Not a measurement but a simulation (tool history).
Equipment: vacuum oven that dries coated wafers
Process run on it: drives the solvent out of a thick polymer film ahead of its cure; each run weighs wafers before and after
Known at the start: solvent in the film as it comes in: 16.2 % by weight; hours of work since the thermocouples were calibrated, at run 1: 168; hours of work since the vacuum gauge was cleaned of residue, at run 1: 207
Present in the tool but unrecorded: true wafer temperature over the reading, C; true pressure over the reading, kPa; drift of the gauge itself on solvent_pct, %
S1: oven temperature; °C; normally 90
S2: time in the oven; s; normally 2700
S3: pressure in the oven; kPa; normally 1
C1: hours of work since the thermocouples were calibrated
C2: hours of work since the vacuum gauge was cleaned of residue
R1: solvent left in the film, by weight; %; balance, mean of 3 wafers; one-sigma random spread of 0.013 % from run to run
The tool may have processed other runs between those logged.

run	hour	S1	S2	S3	C1	C2	R1
1	0	90	2700	1	168	207	0.93
2	13	90	2700	1	174	213	0.93
3	30.3	90	2700	1	182	220	0.93
4	46.6	90	2700	3.08	189	227	1.96
5	60.8	90	2700	3.08	195	234	1.96
6	75.3	90	2700	2.65	201	240	1.74
7	88.6	88	2700	1	207	246	1.15
8	110.3	88	2700	1	217	256	1.14
9	131.3	88	2700	1	226	265	1.13
10	152.9	88	2700	1	236	274	1.13
11	168.4	88	2700	1	243	281	1.13
12	179.5	88	2700	1	247	286	1.14
13	196.7	88	2700	1	255	294	1.12
14	213.8	90	2700	1	263	301	0.93
15	234.1	87	2700	1	272	310	1.28
16	248.1	87	2700	1	278	316	1.23
17	257.2	87	2700	1	282	320	1.26
18	278.3	87	2700	1	291	330	1.26
19	289.9	87	2700	1	296	335	1.27
20	303	90	2640	1	302	341	0.96
21	316.9	90	1680	1	308	347	2
22	335.3	90	1680	1	316	355	2.03
23	353.6	90	1680	1	324	363	2
24	365	90	2700	1	329	368	0.94
25	374.2	90	2700	1	333	372	0.92
26	384.4	90	2700	1	338	377	0.91
27	403.6	90	2700	1	346	385	0.91
28	423.1	88	2700	1.02	355	394	1.14
29	435.8	79	3540	1.47	361	399	2.24
30	454.2	90	2700	3.8	369	407	2.3
31	469.2	90	2700	3.8	375	414	2.31
32	487.4	90	2700	3.8	383	422	2.33
33	504.9	102	3180	0.73	391	430	0.22
34	524.2	86	3000	3.07	400	438	2.36
35	538.1	90	4380	1.69	406	444	0.92

Run 36 has not been measured yet. What should we expect?
36	554.7	90	3240	1	413	452	?

Run 36 measured R1 0.71 %.
If the tool had no hidden condition, the same run with the same run-to-run variation would have returned R1 0.71 %.
